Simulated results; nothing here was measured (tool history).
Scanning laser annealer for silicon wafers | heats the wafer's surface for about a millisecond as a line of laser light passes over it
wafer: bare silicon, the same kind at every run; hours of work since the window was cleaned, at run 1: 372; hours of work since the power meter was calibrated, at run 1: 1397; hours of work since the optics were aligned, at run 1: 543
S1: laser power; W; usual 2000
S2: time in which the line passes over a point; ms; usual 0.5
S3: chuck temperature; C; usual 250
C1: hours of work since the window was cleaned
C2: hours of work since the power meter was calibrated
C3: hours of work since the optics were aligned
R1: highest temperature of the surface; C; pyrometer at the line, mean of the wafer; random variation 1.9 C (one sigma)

| run | hour | S1 | S2 | S3 | C1 | C2 | C3 | R1 |
|---|---|---|---|---|---|---|---|---|
| 1 | 0 | 2000 | 0.5 | 250 | 372 | 1397 | 543 | 1070 |
| 2 | 47.8 | 2000 | 0.5 | 250 | 401 | 1425 | 571 | 1070 |
|  | 81.6 | window over the wafer cleaned |
| 3 | 83 | 2000 | 0.5 | 250 | 1 | 1445 | 591 | 1049 |
| 4 | 111.8 | 2000 | 0.5 | 250 | 18 | 1462 | 608 | 1048 |
| 5 | 149.9 | 2000 | 0.5 | 250 | 40 | 1484 | 630 | 1045 |
|  | 167.1 | window over the wafer cleaned, once more |
| 6 | 190.4 | 2000 | 0.5 | 250 | 14 | 1507 | 653 | 1097 |
| 7 | 222.5 | 2000 | 0.5 | 250 | 33 | 1526 | 672 | 1095 |
| 8 | 275.4 | 2000 | 0.48 | 250 | 64 | 1557 | 703 | 1072 |
| 9 | 321.6 | 2000 | 0.48 | 250 | 91 | 1585 | 730 | 1073 |
| 10 | 355.5 | 2000 | 0.48 | 250 | 111 | 1605 | 750 | 1070 |
| 11 | 388.8 | 1881 | 0.5 | 250 | 131 | 1624 | 770 | 1030 |
| 12 | 436.5 | 2000 | 0.5 | 250 | 159 | 1653 | 798 | 1081 |
| 13 | 494.5 | 2000 | 0.5 | 250 | 194 | 1687 | 833 | 1079 |
| 14 | 528.3 | 2000 | 0.5 | 250 | 214 | 1707 | 853 | 1079 |
| 15 | 572.9 | 2000 | 0.5 | 250 | 240 | 1733 | 879 | 1076 |
| 16 | 629.4 | 2000 | 0.5 | 246 | 273 | 1767 | 912 | 1069 |
| 17 | 664.6 | 2000 | 0.5 | 246 | 294 | 1787 | 933 | 1067 |
| 18 | 700.6 | 2000 | 0.5 | 246 | 315 | 1809 | 954 | 1067 |
| 19 | 750.5 | 2000 | 0.5 | 246 | 345 | 1838 | 984 | 1058 |
| 20 | 801.8 | 2000 | 0.5 | 250 | 375 | 1869 | 1014 | 1067 |
| 21 | 855.5 | 2000 | 0.5 | 250 | 407 | 1900 | 1046 | 1063 |
|  | 878.9 | window over the wafer cleaned |
| 22 | 915 | 2191 | 0.4 | 234 | 21 | 1934 | 1080 | 1055 |
| 23 | 962.6 | 2191 | 0.4 | 234 | 50 | 1962 | 1108 | 1052 |
| 24 | 1000.9 | 2191 | 0.356 | 234 | 72 | 1985 | 1131 | 996 |
| 25 | 1039.7 | 2000 | 0.5 | 219 | 95 | 2008 | 1154 | 1057 |
| 26 | 1085.4 | 2000 | 0.547 | 250 | 122 | 2035 | 1181 | 1134 |
| 27 | 1130.1 | 2000 | 0.547 | 250 | 149 | 2061 | 1207 | 1130 |
| 28 | 1185 | 2078 | 0.547 | 277 | 181 | 2094 | 1240 | 1194 |
| 29 | 1241.6 | 2078 | 0.36 | 277 | 214 | 2127 | 1273 | 987 |
| 30 | 1265.9 | 1764 | 0.491 | 280 | 229 | 2142 | 1288 | 988 |
| 31 | 1291.7 | 1764 | 0.491 | 280 | 244 | 2157 | 1303 | 990 |
| 32 | 1334.4 | 1941 | 0.39 | 284 | 269 | 2182 | 1328 | 971 |
| 33 | 1363.1 | 1791 | 0.39 | 265 | 286 | 2199 | 1345 | 891 |

Forecast run 34:
| 34 | 1412.2 | 1791 | 0.39 | 265 | 315 | 2228 | 1374 | ? |

R1: 888 C
Without the tool's hidden state the same run would have given R1 909 C.
